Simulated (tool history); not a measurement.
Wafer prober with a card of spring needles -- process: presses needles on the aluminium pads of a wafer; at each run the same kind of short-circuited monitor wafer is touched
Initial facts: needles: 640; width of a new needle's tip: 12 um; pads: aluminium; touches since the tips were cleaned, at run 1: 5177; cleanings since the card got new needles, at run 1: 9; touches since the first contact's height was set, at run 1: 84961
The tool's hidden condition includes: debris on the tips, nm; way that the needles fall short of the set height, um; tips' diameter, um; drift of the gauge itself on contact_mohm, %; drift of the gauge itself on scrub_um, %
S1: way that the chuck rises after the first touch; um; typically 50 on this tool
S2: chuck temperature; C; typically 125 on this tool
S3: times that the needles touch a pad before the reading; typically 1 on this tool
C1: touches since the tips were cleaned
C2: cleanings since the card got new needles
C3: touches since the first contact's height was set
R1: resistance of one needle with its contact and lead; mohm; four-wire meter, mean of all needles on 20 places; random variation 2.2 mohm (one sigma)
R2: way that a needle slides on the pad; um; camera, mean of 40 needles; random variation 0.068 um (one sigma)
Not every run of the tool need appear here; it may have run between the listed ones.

run,hour,S1,S2,S3,C1,C2,C3,R1,R2
1,0,50,125,1,5177,9,84961,308,9.87
# hour 6.9: tips cleaned on abrasive film
# hour 25.7: tips cleaned on abrasive film
# hour 44.4: tips cleaned on abrasive film
2,44.4,50,125,1,0,12,104665,257,9.67
# hour 64.3: tips cleaned on abrasive film
# hour 77.7: tips cleaned on abrasive film, once more
3,90.9,38,125,1,5880,14,125318,359,7.24
# hour 98: tips cleaned on abrasive film
# hour 120: tips cleaned on abrasive film
4,137.2,50,125,1,7649,16,145920,324,9.77
# hour 140.4: tips cleaned on abrasive film
# hour 162: tips cleaned on abrasive film
# hour 181.2: tips cleaned on abrasive film
5,181.2,50,71,1,0,19,165448,240,9.67
# hour 200: tips cleaned on abrasive film
6,203.4,50,71,1,1526,20,175340,267,9.6
# hour 219: tips cleaned on abrasive film
# hour 237.7: tips cleaned on abrasive film
7,243.2,50,71,1,2477,22,193026,278,9.54
# hour 259.1: tips cleaned on abrasive film
8,273,50,71,1,6228,23,206287,316,9.5
# hour 281.1: tips cleaned on abrasive film
# hour 301.7: tips cleaned on abrasive film
9,309.1,50,71,1,3318,25,222331,300,9.66
# hour 321.8: tips cleaned on abrasive film
# hour 324.4: height of the first contact set anew
# hour 341.6: tips cleaned on abrasive film
10,343.1,67,125,1,640,27,8286,254,13.4
# hour 361.2: tips cleaned on abrasive film
11,365.1,67,125,1,1725,28,18062,269,13.53
# hour 381.4: tips cleaned on abrasive film
# hour 401.2: tips cleaned on abrasive film
12,403.4,50,125,1,978,30,35094,275,9.98
# hour 421: tips cleaned on abrasive film
# hour 441.2: tips cleaned on abrasive film
13,452.1,42,115,3,4839,32,56752,285,8.35
# hour 463: tips cleaned on abrasive film
# hour 482.8: tips cleaned on abrasive film
14,485.5,42,115,3,1209,34,71579,265,8.28
# hour 502.4: tips cleaned on abrasive film
# hour 522.7: tips cleaned on abrasive film
15,526.3,42,115,3,1601,36,89736,263,8.33
# hour 541: tips cleaned on abrasive film
16,552.5,43,67,3,5131,37,101376,271,8.44
# hour 560.3: tips cleaned on abrasive film
# hour 579.5: tips cleaned on abrasive film
17,591.1,43,67,3,5198,39,118552,270,8.4
# hour 599.7: tips cleaned on abrasive film
18,613.2,43,67,3,6004,40,128365,275,8.41

Run 19 is up next; what results do you expect?
# hour 619.3: tips cleaned on abrasive film
# hour 639.9: tips cleaned on abrasive film
19,649,50,113,2,4066,42,144262,?,?

R1: 284 mohm
R2: 9.63 um
Take away the tool's hidden state, keep the run-to-run variation as it was, and the same run would have given R1 247 mohm, R2 9.93 um.
